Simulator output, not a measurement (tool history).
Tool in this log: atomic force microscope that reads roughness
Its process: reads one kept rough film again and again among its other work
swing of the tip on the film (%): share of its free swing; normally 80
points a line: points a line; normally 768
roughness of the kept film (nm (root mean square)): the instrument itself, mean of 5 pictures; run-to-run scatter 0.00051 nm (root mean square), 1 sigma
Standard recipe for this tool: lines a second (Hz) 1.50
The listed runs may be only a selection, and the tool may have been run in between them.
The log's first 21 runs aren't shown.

run   hour  lines a second (Hz)  swing of the tip on the film (%)  points a line  pictures with this tip  hours of work since the height scale was calibrated  roughness of the kept film (nm (root mean square))
 22  183.5                 1.78                                65            298                     322                                                    8                                              0.5009
 23  189.3                 0.83                                65            298                     328                                                   11                                              0.5207
 24  200.1                 0.73                                62            768                     340                                                   19                                              0.5265
 25  205.5                 2.47                                65            768                     346                                                   22                                              0.4887
 26  211.2                 0.96                                79            573                     352                                                   26                                              0.4952
     218.7  -- height scale calibrated on a step standard, once more
 27  220.9                 3.50                                80            354                     361                                                    1                                              0.3966
 28  232.5                 1.50                                56            768                     373                                                    9                                              0.5169
     233.6  -- new tip fitted
 29  239.8                 1.37                                80            877                       7                                                   14                                              0.4806
 30  251.1                 1.37                                80            877                      19                                                   21                                              0.4804
 31  257.4                 2.26                                67            768                      25                                                   25                                              0.4919
 32  263.5                 2.26                                78            768                      32                                                   29                                              0.4529
 33  271.0                 1.50                                89            593                      40                                                   34                                              0.4428
 34  276.4                 2.70                                89            593                      45                                                   38                                              0.3857
 35  285.7                 1.50                                80            300                      55                                                   44                                              0.4736
 36  293.9                 2.82                                66            300                      64                                                   49                                              0.4817
 37  304.9                 0.52                                80            768                      76                                                   56                                              0.5185
 38  312.1                 0.52                                80            768                      83                                                   61                                              0.5179
 39  320.9                 1.29                                59            768                      93                                                   67                                              0.5239
 40  327.9                 1.72                                59            543                     100                                                   71                                              0.5184
 41  335.5                 3.50                                80            550                     108                                                   76                                              0.4033

Consider 3 possible next runs. They are alternatives, not a sequence: every one starts from the tool as it was left by run 41. What does each give?
  A  347.5                 3.81                                72            625                     121                                                   84                                                   ?
  B  347.5                 3.88                                73            550                     121                                                   84                                                   ?
  C  347.5                 0.65                                73            550                     121                                                   84                                                   ?

run  roughness of the kept film (nm (root mean square))
  A                                              0.4357
  B                                              0.4283
  C                                              0.5205
Without the tool's unlogged condition, the same runs would have read:
run  roughness of the kept film (nm (root mean square))
  A                                              0.4383
  B                                              0.4309
  C                                              0.5237
